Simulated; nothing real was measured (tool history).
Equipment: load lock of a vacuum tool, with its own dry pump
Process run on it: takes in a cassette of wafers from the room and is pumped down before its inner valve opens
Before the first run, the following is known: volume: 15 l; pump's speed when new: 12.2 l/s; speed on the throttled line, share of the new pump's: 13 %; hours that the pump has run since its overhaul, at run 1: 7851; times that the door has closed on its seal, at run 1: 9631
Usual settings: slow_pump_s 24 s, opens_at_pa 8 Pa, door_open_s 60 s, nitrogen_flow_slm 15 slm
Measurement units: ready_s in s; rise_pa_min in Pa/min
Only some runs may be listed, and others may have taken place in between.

run    hour  slow_pump_s  opens_at_pa  door_open_s  nitrogen_flow_slm  hours that the pump has run since its overhaul  times that the door has closed on its seal  incoming humidity of the room's air, %  ready_s  rise_pa_min
  1       0           24            8           60                 15                                            7851                                        9631                                    46.3    33.45        0.181
  2   549.6           24            8           60                 15                                            8401                                       10471                                    43.1     33.4        0.197
  3    1115           24            8           60                 15                                            8966                                       11335                                    46.3    33.78        0.218
  4  1550.5           24            8           60                 15                                            9402                                       12001                                    47.3    33.61        0.243
  5  1986.1           24            8           60                 15                                            9837                                       12667                                    45.1    33.67        0.247
  6    2259           24            8           60                 15                                           10110                                       13084                                    48.2    33.88        0.272
  7  2790.6           24            8           60                 15                                           10642                                       13896                                    46.5    33.91        0.287
     3079.4  -- dry pump taken out, an overhauled one fitted
  8  3212.5           24            8           60                 15                                             133                                       14532                                    45.5    32.84        0.305
  9  3700.1           24            8           60                 15                                             621                                       15277                                    48.8    32.71        0.329
 10  4229.7           24            8           60                 15                                            1150                                       16086                                    42.7    32.98        0.337
 11  4672.5           24            8           60                 15                                            1593                                       16763                                    45.1    32.86        0.358
 12  5135.4           23            6           52                 15                                            2056                                       17471                                    41.2    32.39        0.374
 13  5380.2           18            8          103                 15                                            2301                                       17845                                    41.6    27.78         0.41
 14  5714.3           24           10           81                 45                                            2635                                       18355                                      47    32.58        0.406
 15  5951.3           24           10           81                 45                                            2872                                       18718                                    42.6     32.6          0.4
 16    6299           24           10           81                 45                                            3220                                       19249                                    39.8    32.78        0.426
 17  6876.6           24           10           81                 45                                            3797                                       20132                                    44.4    32.73        0.465
 18  7432.1           24            8           60                  5                                            4353                                       20981                                      45    33.06        0.513
 19  7795.5           19            8           60                 13                                            4716                                       21536                                    49.6    28.94        0.528
     7945.6  -- door's seal changed, seat wiped
 20  8323.2           19            8           60                 13                                            5242                                         577                                    49.1    28.94        0.052
 21  8786.1           47            8           60                  6                                            5705                                        1285                                    45.3    53.06        0.071
 22  9206.4           24            8           55                 38                                            6125                                        1927                                    50.2    33.43        0.042

Alternative continuations, all from the tool just after run 22; predict every row:
  A  9506.3           24           10           60                 15                                            6425                                        2385                                    48.1        ?            ?
  B  9506.3           40            8           34                 15                                            6425                                        2385                                    45.4        ?            ?
  C  9506.3           28            8           60                 15                                            6425                                        2385                                    47.3        ?            ?
  D  9506.3           42            8           55                  9                                            6425                                        2385                                    48.1        ?            ?
  E  9506.3           24            9           72                 12                                            6425                                        2385                                    42.5        ?            ?

run  ready_s  rise_pa_min
  A       33         0.07
  B     47.1        0.051
  C    36.82        0.064
  D    48.92        0.067
  E    33.16        0.076
What these runs would have given with no unlogged condition in the tool:
run  ready_s  rise_pa_min
  A    32.38        0.053
  B    46.61        0.034
  C    36.22        0.047
  D    48.44        0.049
  E    32.53        0.058
